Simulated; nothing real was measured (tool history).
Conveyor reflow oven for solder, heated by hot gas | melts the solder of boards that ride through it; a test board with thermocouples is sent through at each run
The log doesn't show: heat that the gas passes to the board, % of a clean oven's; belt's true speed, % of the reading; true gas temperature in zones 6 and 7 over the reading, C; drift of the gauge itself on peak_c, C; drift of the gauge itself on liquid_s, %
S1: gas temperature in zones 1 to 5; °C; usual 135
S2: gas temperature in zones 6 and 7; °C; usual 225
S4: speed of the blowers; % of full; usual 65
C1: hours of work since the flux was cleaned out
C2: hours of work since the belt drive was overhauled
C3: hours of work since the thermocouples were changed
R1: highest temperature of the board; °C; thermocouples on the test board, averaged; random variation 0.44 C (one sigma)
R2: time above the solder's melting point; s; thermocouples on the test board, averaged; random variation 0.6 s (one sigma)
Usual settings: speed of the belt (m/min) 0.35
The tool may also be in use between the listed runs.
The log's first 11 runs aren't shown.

run 12 hour=200.7 | S1=135 S2=225 speed_of_the_belt_(m/min)=0.35 S4=65 | C1=63 C2=705 C3=89 | R1=212.7 R2=85.4
-- hour=206.7 belt drive overhauled, speed set with a stopwatch
run 13 hour=221.5 | S1=135 S2=225 speed_of_the_belt_(m/min)=0.35 S4=65 | C1=73 C2=8 C3=98 | R1=212.5 R2=85
run 14 hour=237.1 | S1=135 S2=231 speed_of_the_belt_(m/min)=0.35 S4=65 | C1=82 C2=17 C3=107 | R1=218.2 R2=92.1
run 15 hour=251.1 | S1=135 S2=231 speed_of_the_belt_(m/min)=0.35 S4=65 | C1=90 C2=25 C3=115 | R1=217.4 R2=91.6
-- hour=259.7 belt drive overhauled, speed set with a stopwatch, once more
run 16 hour=270.5 | S1=133 S2=217 speed_of_the_belt_(m/min)=0.35 S4=65 | C1=99 C2=6 C3=124 | R1=203.8 R2=70.2
run 17 hour=287.3 | S1=125 S2=226 speed_of_the_belt_(m/min)=0.37 S4=59 | C1=108 C2=16 C3=133 | R1=208.5 R2=67.2
run 18 hour=309.6 | S1=128 S2=232 speed_of_the_belt_(m/min)=0.35 S4=65 | C1=121 C2=28 C3=146 | R1=216.6 R2=85.4
run 19 hour=333.2 | S1=135 S2=228 speed_of_the_belt_(m/min)=0.35 S4=65 | C1=134 C2=42 C3=159 | R1=214.2 R2=85.1
run 20 hour=358.2 | S1=135 S2=225 speed_of_the_belt_(m/min)=0.409 S4=65 | C1=148 C2=56 C3=174 | R1=207.3 R2=62.1
run 21 hour=374.4 | S1=129 S2=217 speed_of_the_belt_(m/min)=0.3 S4=53 | C1=158 C2=65 C3=183 | R1=204.7 R2=83.9
run 22 hour=395.1 | S1=130 S2=225 speed_of_the_belt_(m/min)=0.35 S4=63 | C1=169 C2=77 C3=195 | R1=210.2 R2=77.7
run 23 hour=421.8 | S1=130 S2=225 speed_of_the_belt_(m/min)=0.35 S4=63 | C1=185 C2=92 C3=210 | R1=210.4 R2=77.4
run 24 hour=433.6 | S1=135 S2=223 speed_of_the_belt_(m/min)=0.406 S4=65 | C1=191 C2=99 C3=216 | R1=204.9 R2=60.5
run 25 hour=461.3 | S1=133 S2=223 speed_of_the_belt_(m/min)=0.35 S4=65 | C1=207 C2=115 C3=232 | R1=208.6 R2=78.6
run 26 hour=480.7 | S1=138 S2=225 speed_of_the_belt_(m/min)=0.35 S4=54 | C1=218 C2=126 C3=243 | R1=209 R2=81.3
-- hour=495 flux residue cleaned out of gas plates and filters
run 27 hour=504.1 | S1=138 S2=225 speed_of_the_belt_(m/min)=0.35 S4=54 | C1=5 C2=136 C3=254 | R1=209.9 R2=84.1
run 28 hour=527.6 | S1=138 S2=225 speed_of_the_belt_(m/min)=0.35 S4=54 | C1=19 C2=149 C3=267 | R1=210.1 R2=82.2
run 29 hour=549.5 | S1=138 S2=225 speed_of_the_belt_(m/min)=0.35 S4=54 | C1=31 C2=162 C3=279 | R1=210.4 R2=81.3
run 30 hour=577.8 | S1=138 S2=225 speed_of_the_belt_(m/min)=0.35 S4=54 | C1=47 C2=178 C3=296 | R1=210.7 R2=81.8

3 ways to go on from here, each from the tool as it stands after run 30. What would each give?
run A hour=594.5 | S1=135 S2=225 speed_of_the_belt_(m/min)=0.35 S4=60 | C1=57 C2=187 C3=305 | R1=? R2=?
run B hour=594.5 | S1=135 S2=225 speed_of_the_belt_(m/min)=0.35 S4=89 | C1=57 C2=187 C3=305 | R1=? R2=?
run C hour=594.5 | S1=135 S2=225 speed_of_the_belt_(m/min)=0.334 S4=65 | C1=57 C2=187 C3=305 | R1=? R2=?

run=A R1=210.4 R2=82.1
run=B R1=214.8 R2=87.4
run=C R1=212.7 R2=89.8
Without the tool's hidden state the same runs would have given:
run=A R1=211.4 R2=83.3
run=B R1=215.9 R2=88.5
run=C R1=213.8 R2=91
